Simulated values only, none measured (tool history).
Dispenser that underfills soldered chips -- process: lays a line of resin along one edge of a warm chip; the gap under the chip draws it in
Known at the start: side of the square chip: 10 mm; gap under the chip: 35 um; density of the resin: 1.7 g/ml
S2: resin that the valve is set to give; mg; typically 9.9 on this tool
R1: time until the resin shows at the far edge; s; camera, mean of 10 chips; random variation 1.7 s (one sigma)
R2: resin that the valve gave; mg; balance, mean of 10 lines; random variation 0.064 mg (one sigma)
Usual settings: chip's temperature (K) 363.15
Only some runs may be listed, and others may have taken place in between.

{"run": 1, "day": 0.0, "chip's temperature (K)": 363.15, "S2": 9.9, "R1": 292.1, "R2": 9.13}
{"day": 0.15, "done": "new syringe of resin"}
{"run": 2, "day": 0.329, "chip's temperature (K)": 363.15, "S2": 9.9, "R1": 207.7, "R2": 9.24}
{"run": 3, "day": 0.496, "chip's temperature (K)": 363.15, "S2": 9.9, "R1": 238.7, "R2": 9.19}
{"run": 4, "day": 0.812, "chip's temperature (K)": 363.15, "S2": 9.9, "R1": 312.5, "R2": 9.03}
{"day": 0.892, "done": "new syringe of resin"}
{"day": 1.162, "done": "dispensing valve cleaned and set on the balance"}
{"run": 5, "day": 1.204, "chip's temperature (K)": 363.15, "S2": 9.9, "R1": 224.9, "R2": 9.9}
{"run": 6, "day": 1.433, "chip's temperature (K)": 363.15, "S2": 9.9, "R1": 269.8, "R2": 9.85}
{"day": 1.667, "done": "new syringe of resin"}
{"run": 7, "day": 1.671, "chip's temperature (K)": 363.15, "S2": 9.9, "R1": 178.4, "R2": 9.84}
{"run": 8, "day": 1.983, "chip's temperature (K)": 363.15, "S2": 9.9, "R1": 232.9, "R2": 9.85}
{"run": 9, "day": 2.162, "chip's temperature (K)": 363.15, "S2": 9.9, "R1": 266.7, "R2": 9.89}
{"run": 10, "day": 2.354, "chip's temperature (K)": 363.15, "S2": 12.18, "R1": 309.8, "R2": 12.16}
{"day": 2.404, "done": "new syringe of resin"}
{"run": 11, "day": 2.738, "chip's temperature (K)": 363.15, "S2": 12.18, "R1": 241.3, "R2": 11.99}
{"run": 12, "day": 2.929, "chip's temperature (K)": 363.15, "S2": 12.18, "R1": 268.8, "R2": 12.03}
{"day": 3.15, "done": "new syringe of resin"}
{"run": 13, "day": 3.15, "chip's temperature (K)": 373.15, "S2": 9.9, "R1": 135, "R2": 9.78}
{"run": 14, "day": 3.392, "chip's temperature (K)": 373.15, "S2": 9.9, "R1": 161.2, "R2": 9.61}
{"run": 15, "day": 3.546, "chip's temperature (K)": 373.15, "S2": 9.9, "R1": 182, "R2": 9.68}
{"run": 16, "day": 3.746, "chip's temperature (K)": 359.15, "S2": 9.64, "R1": 325.8, "R2": 9.42}
{"day": 3.908, "done": "new syringe of resin"}
{"run": 17, "day": 3.975, "chip's temperature (K)": 354.15, "S2": 8.88, "R1": 250.1, "R2": 8.66}
{"run": 18, "day": 4.175, "chip's temperature (K)": 368.15, "S2": 10.85, "R1": 189.8, "R2": 10.49}
{"run": 19, "day": 4.438, "chip's temperature (K)": 372.15, "S2": 8.65, "R1": 213.4, "R2": 8.35}
{"day": 4.662, "done": "new syringe of resin"}
{"run": 20, "day": 4.783, "chip's temperature (K)": 371.15, "S2": 10.21, "R1": 154.2, "R2": 9.79}
{"run": 21, "day": 5.008, "chip's temperature (K)": 371.15, "S2": 10.21, "R1": 188.4, "R2": 9.78}
{"run": 22, "day": 5.196, "chip's temperature (K)": 359.15, "S2": 12.1, "R1": 302.3, "R2": 11.6}
{"day": 5.404, "done": "new syringe of resin"}
{"run": 23, "day": 5.5, "chip's temperature (K)": 354.15, "S2": 9.47, "R1": 250, "R2": 8.98}
{"run": 24, "day": 5.796, "chip's temperature (K)": 369.15, "S2": 12, "R1": 201.3, "R2": 11.53}
{"day": 6.142, "done": "new syringe of resin"}
{"run": 25, "day": 6.142, "chip's temperature (K)": 353.15, "S2": 11.35, "R1": 237.5, "R2": 10.9}
{"run": 26, "day": 6.321, "chip's temperature (K)": 353.15, "S2": 10, "R1": 276, "R2": 9.44}
{"run": 27, "day": 6.621, "chip's temperature (K)": 355.15, "S2": 10, "R1": 327.4, "R2": 9.46}

Run 28, settings as shown, results not yet in. Your forecast:
{"day": 6.9, "done": "new syringe of resin"}
{"run": 28, "day": 6.967, "chip's temperature (K)": 355.15, "S2": 10, "R1": "?", "R2": "?"}

R1: 243.2 s
R2: 9.41 mg
The same run, on a tool lacking any hidden state, would have yielded R1 215.6 s, R2 9.99 mg.
